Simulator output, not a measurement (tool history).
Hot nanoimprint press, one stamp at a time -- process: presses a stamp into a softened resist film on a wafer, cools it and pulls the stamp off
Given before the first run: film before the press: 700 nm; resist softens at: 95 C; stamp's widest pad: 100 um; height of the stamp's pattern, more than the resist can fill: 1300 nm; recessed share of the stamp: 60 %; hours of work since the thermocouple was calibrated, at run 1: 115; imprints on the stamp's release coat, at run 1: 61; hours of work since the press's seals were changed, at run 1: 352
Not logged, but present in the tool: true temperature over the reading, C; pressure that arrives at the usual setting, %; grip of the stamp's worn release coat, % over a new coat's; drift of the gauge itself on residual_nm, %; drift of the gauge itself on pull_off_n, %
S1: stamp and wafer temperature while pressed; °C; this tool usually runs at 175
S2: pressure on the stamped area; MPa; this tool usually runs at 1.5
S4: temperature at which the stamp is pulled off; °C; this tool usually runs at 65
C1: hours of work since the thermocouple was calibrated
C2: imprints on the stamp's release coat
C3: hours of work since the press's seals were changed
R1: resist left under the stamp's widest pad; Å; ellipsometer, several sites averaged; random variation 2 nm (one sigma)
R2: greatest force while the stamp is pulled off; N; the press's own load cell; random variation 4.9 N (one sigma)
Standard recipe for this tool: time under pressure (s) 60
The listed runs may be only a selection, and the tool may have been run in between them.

Run 1, hour 0: usual settings; C1 115; C2 61; C3 352. Result: R1 3955 Å, R2 236 N.
Run 2, hour 34.1: usual settings; C1 142; C2 195; C3 379. Result: R1 3933 Å, R2 236 N.
Run 3, hour 58.6: usual settings; C1 162; C2 292; C3 398. Result: R1 3929 Å, R2 238 N.
Run 4, hour 84.8: usual settings; C1 182; C2 396; C3 419. Result: R1 3877 Å, R2 237 N.
Run 5, hour 99.9: usual settings; C1 194; C2 455; C3 431. Result: R1 3920 Å, R2 243 N.
Run 6, hour 132.7: usual settings; C1 220; C2 585; C3 457. Result: R1 3905 Å, R2 242 N.
Run 7, hour 150.4: usual settings; C1 234; C2 654; C3 471. Result: R1 3940 Å, R2 247 N.
At hour 179.8: stamp cleaned and given a new release coat.
Run 8, hour 181: usual settings; C1 254; C2 5; C3 490. Result: R1 3918 Å, R2 245 N.
Run 9, hour 206.4: usual settings but S2 2.29 MPa; C1 274; C2 105; C3 511. Result: R1 3267 Å, R2 252 N.
Run 10, hour 231.9: usual settings; C1 294; C2 206; C3 531. Result: R1 3955 Å, R2 238 N.
Run 11, hour 261.4: usual settings but S2 2.09 MPa; C1 318; C2 322; C3 554. Result: R1 3419 Å, R2 247 N.
Run 12, hour 284.3: usual settings but S2 2.09 MPa; C1 336; C2 412; C3 572. Result: R1 3431 Å, R2 239 N.
Run 13, hour 305.4: usual settings but S2 2.09 MPa; C1 353; C2 496; C3 589. Result: R1 3399 Å, R2 246 N.
Run 14, hour 331.7: usual settings but time under pressure (s) 41; C1 373; C2 599; C3 610. Result: R1 4365 Å, R2 236 N.
Run 15, hour 357.4: usual settings but time under pressure (s) 41; C1 394; C2 701; C3 630. Result: R1 4360 Å, R2 244 N.
At hour 368.7: plate thermocouple calibrated.
At hour 377.6: stamp cleaned and given a new release coat.
Run 16, hour 390.6: usual settings but S2 2.03 MPa; C1 13; C2 51; C3 649. Result: R1 3459 Å, R2 246 N.
Run 17, hour 413.8: usual settings but S2 2.03 MPa; C1 31; C2 143; C3 668. Result: R1 3480 Å, R2 239 N.
Run 18, hour 446: usual settings but S2 2.03 MPa; C1 57; C2 270; C3 693. Result: R1 3466 Å, R2 237 N.
Run 19, hour 470.2: usual settings but S2 2.03 MPa; C1 76; C2 366; C3 713. Result: R1 3467 Å, R2 241 N.
Run 20, hour 487.7: usual settings but S1 164 °C, S2 1.19 MPa, S4 52 °C; C1 90; C2 434; C3 726. Result: R1 5586 Å, R2 285 N.
Run 21, hour 510.7: usual settings but S1 179 °C; C1 108; C2 525; C3 745. Result: R1 3472 Å, R2 241 N.
Run 22, hour 533.3: usual settings but S1 179 °C, S2 1.42 MPa, time under pressure (s) 37; C1 126; C2 615; C3 763. Result: R1 4160 Å, R2 250 N.
Run 23, hour 553.3: usual settings but S1 167 °C, S2 1.18 MPa, time under pressure (s) 117, S4 55 °C; C1 142; C2 693; C3 778. Result: R1 4484 Å, R2 278 N.
At hour 572.4: stamp cleaned and given a new release coat.
Run 24, hour 577.4: usual settings but S1 171 °C, S2 1.67 MPa, time under pressure (s) 31; C1 156; C2 20; C3 793. Result: R1 5094 Å, R2 235 N.
Run 25, hour 597.7: usual settings but S1 171 °C, S2 1.67 MPa, time under pressure (s) 31; C1 172; C2 100; C3 809. Result: R1 5084 Å, R2 241 N.
Run 26, hour 626.4: usual settings but S1 179 °C, time under pressure (s) 93; C1 195; C2 213; C3 832. Result: R1 2929 Å, R2 238 N.
Run 27, hour 656.8: usual settings but S1 179 °C, time under pressure (s) 46; C1 219; C2 333; C3 856. Result: R1 3798 Å, R2 242 N.
Run 28, hour 681: usual settings but S1 179 °C, time under pressure (s) 46; C1 238; C2 429; C3 875. Result: R1 3815 Å, R2 237 N.
Run 29, hour 705: usual settings but S2 1.92 MPa, time under pressure (s) 62, S4 71 °C; C1 257; C2 524; C3 894. Result: R1 3496 Å, R2 233 N.

Hidden state at the last listed run before each entry between runs and at the first one after, where it differs:
Run 7 -> run 8: stamp cleaned and given a new release coat (hour 179.8)
  pressure that arrives at the usual setting, %: 99.92 -> 99.91; grip of the stamp's worn release coat, % over a new coat's: 0.9 -> 0
Run 15 -> run 16: plate thermocouple calibrated (hour 368.7); stamp cleaned and given a new release coat (hour 377.6)
  true temperature over the reading, C: 0.07 -> 0; pressure that arrives at the usual setting, %: 99.89 -> 99.88; grip of the stamp's worn release coat, % over a new coat's: 0.9 -> 0.1
Run 23 -> run 24: stamp cleaned and given a new release coat (hour 572.4)
  grip of the stamp's worn release coat, % over a new coat's: 0.9 -> 0
